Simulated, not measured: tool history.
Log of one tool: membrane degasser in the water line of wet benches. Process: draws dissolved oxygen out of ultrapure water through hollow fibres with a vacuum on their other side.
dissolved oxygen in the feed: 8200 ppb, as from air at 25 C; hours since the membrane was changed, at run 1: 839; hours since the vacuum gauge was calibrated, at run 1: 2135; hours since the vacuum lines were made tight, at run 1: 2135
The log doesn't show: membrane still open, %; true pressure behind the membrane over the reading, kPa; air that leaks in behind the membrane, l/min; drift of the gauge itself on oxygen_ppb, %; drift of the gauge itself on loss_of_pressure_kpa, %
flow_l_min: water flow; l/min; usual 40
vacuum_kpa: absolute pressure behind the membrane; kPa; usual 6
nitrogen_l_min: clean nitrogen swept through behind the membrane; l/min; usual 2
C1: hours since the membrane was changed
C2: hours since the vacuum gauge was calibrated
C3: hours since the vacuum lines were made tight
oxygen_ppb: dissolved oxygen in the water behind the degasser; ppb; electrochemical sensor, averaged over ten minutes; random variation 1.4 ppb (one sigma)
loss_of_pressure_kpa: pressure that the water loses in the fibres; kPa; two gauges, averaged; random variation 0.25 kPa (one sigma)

run 1 hour=0 | flow_l_min=40 vacuum_kpa=6 nitrogen_l_min=2 | C1=839 C2=2135 C3=2135 | oxygen_ppb=137.7 loss_of_pressure_kpa=67.25
run 2 hour=62.4 | flow_l_min=40 vacuum_kpa=6 nitrogen_l_min=2 | C1=902 C2=2197 C3=2197 | oxygen_ppb=139.6 loss_of_pressure_kpa=66.79
run 3 hour=181.1 | flow_l_min=27 vacuum_kpa=6 nitrogen_l_min=2 | C1=1020 C2=2316 C3=2316 | oxygen_ppb=89.6 loss_of_pressure_kpa=45.64
run 4 hour=299 | flow_l_min=40 vacuum_kpa=6 nitrogen_l_min=2 | C1=1138 C2=2434 C3=2434 | oxygen_ppb=138.7 loss_of_pressure_kpa=67.34
run 5 hour=364 | flow_l_min=40 vacuum_kpa=6 nitrogen_l_min=2 | C1=1203 C2=2499 C3=2499 | oxygen_ppb=136.1 loss_of_pressure_kpa=66.99
run 6 hour=433.9 | flow_l_min=40 vacuum_kpa=4.2 nitrogen_l_min=2 | C1=1273 C2=2569 C3=2569 | oxygen_ppb=60.4 loss_of_pressure_kpa=67.43
run 7 hour=489.5 | flow_l_min=40 vacuum_kpa=4.2 nitrogen_l_min=2 | C1=1329 C2=2624 C3=2624 | oxygen_ppb=60.7 loss_of_pressure_kpa=67.39
run 8 hour=568.8 | flow_l_min=40 vacuum_kpa=5.77 nitrogen_l_min=2.65 | C1=1408 C2=2704 C3=2704 | oxygen_ppb=103.2 loss_of_pressure_kpa=67
run 9 hour=660.3 | flow_l_min=33 vacuum_kpa=8.84 nitrogen_l_min=5.07 | C1=1500 C2=2795 C3=2795 | oxygen_ppb=96.7 loss_of_pressure_kpa=55.95
run 10 hour=767.1 | flow_l_min=33 vacuum_kpa=8.29 nitrogen_l_min=5.17 | C1=1606 C2=2902 C3=2902 | oxygen_ppb=83.4 loss_of_pressure_kpa=55.42
run 11 hour=862.8 | flow_l_min=30 vacuum_kpa=5.92 nitrogen_l_min=3.97 | C1=1702 C2=2998 C3=2998 | oxygen_ppb=53.4 loss_of_pressure_kpa=50.67

Forecast each of these 4 alternatives for the next run:
run A hour=979.4 | flow_l_min=40 vacuum_kpa=5.99 nitrogen_l_min=2.48 | C1=1819 C2=3114 C3=3114 | oxygen_ppb=? loss_of_pressure_kpa=?
run B hour=979.4 | flow_l_min=29 vacuum_kpa=9.12 nitrogen_l_min=2.63 | C1=1819 C2=3114 C3=3114 | oxygen_ppb=? loss_of_pressure_kpa=?
run C hour=979.4 | flow_l_min=32 vacuum_kpa=6.15 nitrogen_l_min=1.33 | C1=1819 C2=3114 C3=3114 | oxygen_ppb=? loss_of_pressure_kpa=?
run D hour=979.4 | flow_l_min=25 vacuum_kpa=4.36 nitrogen_l_min=1.99 | C1=1819 C2=3114 C3=3114 | oxygen_ppb=? loss_of_pressure_kpa=?

run=A oxygen_ppb=114.6 loss_of_pressure_kpa=66.73
run=B oxygen_ppb=153.1 loss_of_pressure_kpa=48.85
run=C oxygen_ppb=161.9 loss_of_pressure_kpa=53.79
run=D oxygen_ppb=36.7 loss_of_pressure_kpa=41.84
Without the tool's hidden state the same runs would have given:
run=A oxygen_ppb=110.8 loss_of_pressure_kpa=66.17
run=B oxygen_ppb=150.4 loss_of_pressure_kpa=48.43
run=C oxygen_ppb=157.1 loss_of_pressure_kpa=53.34
run=D oxygen_ppb=34.1 loss_of_pressure_kpa=41.49

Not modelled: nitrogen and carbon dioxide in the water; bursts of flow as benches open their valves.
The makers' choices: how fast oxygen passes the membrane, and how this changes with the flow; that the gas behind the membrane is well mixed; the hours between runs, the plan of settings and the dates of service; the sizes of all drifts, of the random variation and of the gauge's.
